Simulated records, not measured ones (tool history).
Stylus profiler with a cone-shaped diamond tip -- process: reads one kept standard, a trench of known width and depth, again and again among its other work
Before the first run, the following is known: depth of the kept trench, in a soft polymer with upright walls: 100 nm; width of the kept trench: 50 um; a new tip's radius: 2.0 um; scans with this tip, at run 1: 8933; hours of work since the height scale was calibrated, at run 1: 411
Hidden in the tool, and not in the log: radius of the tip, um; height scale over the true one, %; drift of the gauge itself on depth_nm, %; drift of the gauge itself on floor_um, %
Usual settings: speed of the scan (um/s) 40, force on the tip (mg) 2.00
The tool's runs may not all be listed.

run    hour  speed of the scan (um/s)  force on the tip (mg)  scans with this tip  hours of work since the height scale was calibrated  depth of the trench (Å)  width of the trench's floor (um)
  1     0.0                        40                   2.00                 8933                                                  411                   1008.0                             48.31
  2    67.7                        40                   2.00                 9240                                                  460                   1007.3                             48.28
  3   139.3                        92                   2.00                 9565                                                  513                   1007.9                             47.95
  4   192.7                        40                   2.00                 9808                                                  552                   1007.9                             48.31
  5   224.2                        11                   2.00                 9951                                                  575                   1007.9                             48.51
  6   291.5                        11                   2.00                10257                                                  624                   1008.2                             48.50
  7   336.2                        40                   2.00                10460                                                  656                   1008.5                             48.29
  8   380.2                        40                   2.00                10660                                                  688                   1008.4                             48.30
  9   436.7                        40                   2.00                10917                                                  730                   1008.6                             48.26
 10   508.4                        40                   2.00                11242                                                  782                   1008.4                             48.31
 11   559.7                        40                   2.00                11476                                                  819                   1008.6                             48.31
 12   613.5                        40                   2.00                11720                                                  859                   1009.0                             48.26
 13   644.7                        40                   0.95                11862                                                  881                   1006.6                             48.17
 14   713.0                        40                   0.95                12172                                                  931                   1006.9                             48.16
      786.1  -- height scale calibrated on a step standard
 15   786.8                        84                   3.17                12505                                                    0                   1008.5                             48.13
 16   836.3                       112                   0.81                12730                                                   37                   1003.1                             47.40
 17   879.3                        57                   2.06                12925                                                   68                   1006.3                             48.18
 18   936.3                        21                   2.00                13184                                                  110                   1006.7                             48.41
 19   970.9                        21                   2.00                13341                                                  135                   1006.3                             48.45
 20  1036.3                        45                   2.00                13638                                                  182                   1006.3                             48.26
 21  1100.1                        45                   2.00                13928                                                  229                   1007.1                             48.26
 22  1166.5                        14                   2.08                14230                                                  277                   1007.0                             48.43
 23  1203.0                        14                   2.08                14396                                                  304                   1007.3                             48.46
 24  1274.0                        14                   2.08                14718                                                  356                   1007.3                             48.43
 25  1309.0                        29                   0.84                14877                                                  381                   1004.5                             48.21
 26  1363.5                        11                   1.45                15125                                                  421                   1006.1                             48.46
 27  1411.9                        40                   0.69                15345                                                  457                   1004.1                             48.04

5 options for the next run, each taken on its own from the tool as it stands now. Forecast them:
  A  1487.2                        13                   1.91                15687                                                  512                        ?                                 ?
  B  1487.2                       155                   1.93                15687                                                  512                        ?                                 ?
  C  1487.2                        23                   0.77                15687                                                  512                        ?                                 ?
  D  1487.2                        36                   0.92                15687                                                  512                        ?                                 ?
  E  1487.2                        18                   4.17                15687                                                  512                        ?                                 ?

run  depth of the trench (Å)  width of the trench's floor (um)
  A                   1007.7                             48.42
  B                   1007.5                             47.40
  C                   1004.7                             48.27
  D                   1005.2                             48.15
  E                   1011.6                             48.46
Without the tool's unlogged condition, the same runs would have read:
run  depth of the trench (Å)  width of the trench's floor (um)
  A                   1006.3                             48.66
  B                   1006.2                             47.64
  C                   1003.4                             48.51
  D                   1003.8                             48.40
  E                   1010.3                             48.70

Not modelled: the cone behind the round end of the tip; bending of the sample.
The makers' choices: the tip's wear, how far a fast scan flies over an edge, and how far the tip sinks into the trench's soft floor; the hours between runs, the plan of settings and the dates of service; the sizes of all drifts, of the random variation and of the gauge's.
